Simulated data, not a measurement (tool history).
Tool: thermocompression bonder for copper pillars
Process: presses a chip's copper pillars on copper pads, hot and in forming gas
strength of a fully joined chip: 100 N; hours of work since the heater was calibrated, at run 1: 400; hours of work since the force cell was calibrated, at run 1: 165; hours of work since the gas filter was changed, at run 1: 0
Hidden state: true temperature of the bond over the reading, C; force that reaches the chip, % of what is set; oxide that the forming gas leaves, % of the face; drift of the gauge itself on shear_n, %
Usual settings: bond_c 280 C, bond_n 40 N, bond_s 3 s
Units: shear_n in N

run   hour  bond_c  bond_n  bond_s  hours of work since the heater was calibrated  hours of work since the force cell was calibrated  hours of work since the gas filter was changed  shear_n
  1      0     280      40       3                                            400                                                165                                               0     40.8
  2     16     280      40       3                                            412                                                178                                              13     41.1
  3   36.5     280      40       3                                            429                                                194                                              29       41
  4     66     260      40       3                                            452                                                217                                              53     30.9
  5     95     260      40       3                                            475                                                241                                              76     31.6
  6  117.3     280      40       6                                            493                                                258                                              94       53
  7  141.5     280      40       6                                            512                                                278                                             113     52.9
  8  160.4     280      40       6                                            528                                                293                                             128     51.8
  9    187     280      32       3                                            549                                                314                                             149     31.4
 10  212.3     257      40       3                                            569                                                334                                             169     29.6
 11  236.7     280      40       3                                            588                                                354                                             189     40.6
 12  252.7     306      40       3                                            601                                                366                                             202     54.4
     263.1  -- forming gas filter changed
 13  283.1     289      40       3                                            625                                                390                                              16     48.2
 14    304     289      40       3                                            642                                                407                                              33     47.5
 15    330     289      40       2                                            662                                                428                                              53     40.8
 16  355.3     289      25       2                                            683                                                448                                              74     24.9
 17  384.4     287      40       3                                            706                                                471                                              97     46.7
 18  406.6     287      40       3                                            723                                                489                                             114       45
 19  430.5     287      40       3                                            743                                                508                                             134       47
 20  452.7     287      40       3                                            760                                                525                                             151     45.5
 21    482     305      46       3                                            784                                                549                                             175     62.2
       486  -- heater calibrated with a thermocouple chip
 22  507.3     280      49       2                                             17                                                567                                             193     40.2
 23  523.3     280      40       8                                             30                                                580                                             206     54.1
     528.6  -- forming gas filter changed
 24  542.7     280      40       8                                             45                                                595                                              11     58.4
 25  558.6     259      44       8                                             58                                                608                                              24     47.8
 26  585.7     259      44       8                                             79                                                630                                              46       48
 27  602.4     259      44       8                                             92                                                643                                              59     47.8
 28  625.5     288      25       2                                            111                                                661                                              77       22
 29  639.5     288      25       2                                            122                                                672                                              88     21.9
 30  664.8     288      35       4                                            142                                                693                                             109       44
 31  681.5     261      30       2                                            156                                                706                                             122     17.5
 32  699.6     284      25       8                                            170                                                720                                             136     37.7
 33  715.2     284      25       8                                            182                                                733                                             149       38
 34  728.3     273      25       2                                            193                                                743                                             159     18.9
 35  743.3     292      25       4                                            205                                                755                                             171     31.5
 36  767.7     292      40       3                                            224                                                775                                             191     46.1
 37  782.1     280      40       4                                            236                                                786                                             202     43.3
     792.7  -- forming gas filter changed
 38  798.1     280      40       4                                            248                                                799                                               4     45.6
 39  824.6     306      58       3                                            269                                                820                                              25     74.5

4 ways to go on from here, each from the tool as it stands after run 39. What would each give?
  A  850.5     289      26       3                                            290                                                840                                              46        ?
  B  850.5     274      36       4                                            290                                                840                                              46        ?
  C  850.5     280      40       2                                            290                                                840                                              46        ?
  D  850.5     271      40       3                                            290                                                840                                              46        ?

run  shear_n
  A     28.8
  B     40.5
  C     36.6
  D     38.3
Without the tool's hidden state the same runs would have given:
run  shear_n
  A     25.8
  B     36.6
  C     33.1
  D     34.6
